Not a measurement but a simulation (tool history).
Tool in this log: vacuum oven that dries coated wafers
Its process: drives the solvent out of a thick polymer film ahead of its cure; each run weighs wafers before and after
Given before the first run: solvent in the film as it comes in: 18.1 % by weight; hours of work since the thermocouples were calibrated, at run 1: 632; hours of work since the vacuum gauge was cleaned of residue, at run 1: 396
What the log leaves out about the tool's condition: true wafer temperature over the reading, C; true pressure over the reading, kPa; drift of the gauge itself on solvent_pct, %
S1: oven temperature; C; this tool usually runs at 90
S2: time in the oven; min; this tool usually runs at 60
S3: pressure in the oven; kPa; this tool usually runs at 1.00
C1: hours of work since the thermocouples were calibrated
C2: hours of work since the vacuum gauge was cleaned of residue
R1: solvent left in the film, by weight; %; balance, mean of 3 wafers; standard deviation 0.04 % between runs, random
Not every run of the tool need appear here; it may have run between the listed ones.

run,day,S1,S2,S3,C1,C2,R1
1,0.000,90,60,1.00,632,396,5.42
2,0.517,90,60,1.00,642,406,5.44
3,1.404,90,60,1.00,659,423,5.49
4,2.092,90,60,3.30,672,436,8.05
# day 2.225: vacuum gauge cleaned of residue and calibrated
5,2.804,90,60,3.30,684,11,8.22
# day 3.042: oven's thermocouples calibrated
6,3.862,90,60,1.00,16,29,5.27
7,4.592,90,60,1.00,29,43,5.28
8,5.621,96,31,1.43,49,63,7.13
9,6.204,96,31,1.43,60,74,7.25
# day 7.017: vacuum gauge cleaned of residue and calibrated, once more
10,7.200,75,61,1.38,78,3,10.11
11,7.912,90,43,1.24,91,17,7.12
12,8.875,90,50,1.45,109,35,6.59

Alternative continuations, all from the tool just after run 12; predict every row:
A,9.762,90,50,1.45,126,52,?
B,9.762,90,91,2.31,126,52,?
C,9.762,81,38,1.39,126,52,?
D,9.762,86,60,1.18,126,52,?
E,9.762,90,41,1.00,126,52,?

run,R1
A,6.61
B,5.12
C,10.27
D,6.61
E,7.15
Had the tool no hidden state, the same runs would have come out as:
run,R1
A,6.57
B,5.07
C,10.23
D,6.55
E,7.10
